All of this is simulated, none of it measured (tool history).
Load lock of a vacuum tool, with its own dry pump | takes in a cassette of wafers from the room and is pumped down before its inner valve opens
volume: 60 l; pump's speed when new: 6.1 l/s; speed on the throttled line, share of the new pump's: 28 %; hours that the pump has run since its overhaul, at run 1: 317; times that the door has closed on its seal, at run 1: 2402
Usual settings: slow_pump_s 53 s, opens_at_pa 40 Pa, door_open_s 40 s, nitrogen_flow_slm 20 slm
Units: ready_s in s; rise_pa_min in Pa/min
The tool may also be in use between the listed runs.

run	hour	slow_pump_s	opens_at_pa	door_open_s	nitrogen_flow_slm	hours that the pump has run since its overhaul	times that the door has closed on its seal	incoming humidity of the room's air, %	ready_s	rise_pa_min
1	0.0	53	40	40	20	317	2402	44.5	114.7	0.028
2	195.5	53	40	40	20	513	2837	44.0	114.8	0.027
3	522.7	53	40	40	9	840	3563	41.9	115.7	0.032
4	890.4	53	40	40	20	1208	4380	45.3	115.0	0.039
5	1262.6	53	40	40	20	1580	5207	42.7	115.4	0.039
6	1437.8	53	40	40	20	1755	5596	48.7	115.1	0.032
7	1694.4	53	40	40	20	2012	6166	46.4	117.2	0.040
8	1949.2	60	40	40	20	2267	6732	45.2	121.2	0.038
9	2145.5	60	40	40	20	2463	7167	42.4	121.3	0.035
10	2327.4	60	40	40	20	2645	7571	44.8	120.6	0.037
11	2531.6	53	40	40	20	2849	8025	45.1	117.0	0.043
12	2744.5	53	40	40	20	3062	8498	46.1	116.9	0.042
13	2964.8	53	40	40	20	3282	8987	50.0	115.8	0.044
14	3329.4	53	40	40	20	3647	9797	43.0	116.9	0.048
15	3681.6	53	40	217	20	3999	10579	48.4	117.3	0.106
16	4001.6	53	40	217	20	4319	11290	47.8	118.3	0.103
17	4344.9	53	40	217	20	4662	12052	44.1	116.4	0.097
18	4742.4	53	40	217	20	5060	12935	50.1	117.9	0.114
19	4926.3	53	48	40	20	5244	13343	43.4	116.6	0.055
20	5183.4	53	40	86	10	5501	13915	44.5	116.8	0.082
21	5459.1	53	40	86	10	5776	14527	47.4	118.1	0.091
22	5645.3	61	40	68	6	5963	14940	47.3	123.4	0.081
23	5898.0	53	59	40	20	6215	15502	44.6	113.9	0.064
24	6160.4	53	59	40	20	6478	16084	43.8	113.7	0.065
25	6489.2	53	59	40	20	6807	16815	43.7	113.5	0.063
26	6775.2	56	59	77	4	7093	17450	42.0	117.2	0.095
27	7182.9	56	59	77	4	7500	18355	44.8	116.7	0.098
28	7388.8	56	48	77	4	7706	18813	47.1	118.2	0.108
29	7799.4	69	36	87	23	8117	19724	46.2	130.1	0.093
30	8103.5	69	36	87	23	8421	20400	45.5	132.7	0.093
31	8363.8	85	64	128	20	8681	20978	43.9	136.7	0.110
32	8589.4	85	64	128	20	8907	21479	43.8	137.3	0.109
33	8792.1	93	40	40	5	9109	21929	40.0	145.1	0.086
34	9110.4	53	31	231	5	9428	22636	48.4	122.3	0.183
35	9318.3	34	49	168	15	9636	23098	44.3	104.5	0.134
36	9654.3	50	76	50	11	9972	23844	42.9	110.9	0.098
37	9889.7	31	47	50	15	10207	24367	49.0	103.8	0.099

Some steps in ready_s between neighbouring runs. How much of each would the tool show without its hidden state too (settings, what came in, random variation), and how much is left for the hidden state, with any gauge scatter that isn't in both results?
The hidden state here: pump's speed, % of a new pump's; leak at the door's seal, Pa l/s; drift of the gauge itself on ready_s, %; drift of the gauge itself on rise_pa_min, %.
Run 28 -> 29: slow_pump_s 56 -> 69, opens_at_pa 48 -> 36, door_open_s 77 -> 87, nitrogen_flow_slm 4 -> 23. ready_s +11.9 s: hidden state +0.1, all else +11.8.
Run 30 -> 31: slow_pump_s 69 -> 85, opens_at_pa 36 -> 64, door_open_s 87 -> 128, nitrogen_flow_slm 23 -> 20. ready_s +4.0 s: hidden state -0.5, all else +4.5.
Run 33 -> 34: slow_pump_s 93 -> 53, opens_at_pa 40 -> 31, door_open_s 40 -> 231. ready_s -22.8 s: hidden state +1.1, all else -23.9.
Run 34 -> 35: slow_pump_s 53 -> 34, opens_at_pa 31 -> 49, door_open_s 231 -> 168, nitrogen_flow_slm 5 -> 15. ready_s -17.8 s: hidden state +0.1, all else -17.9.
Run 36 -> 37: slow_pump_s 50 -> 31, opens_at_pa 76 -> 47, nitrogen_flow_slm 11 -> 15. ready_s -7.1 s: hidden state +0.8, all else -7.9.

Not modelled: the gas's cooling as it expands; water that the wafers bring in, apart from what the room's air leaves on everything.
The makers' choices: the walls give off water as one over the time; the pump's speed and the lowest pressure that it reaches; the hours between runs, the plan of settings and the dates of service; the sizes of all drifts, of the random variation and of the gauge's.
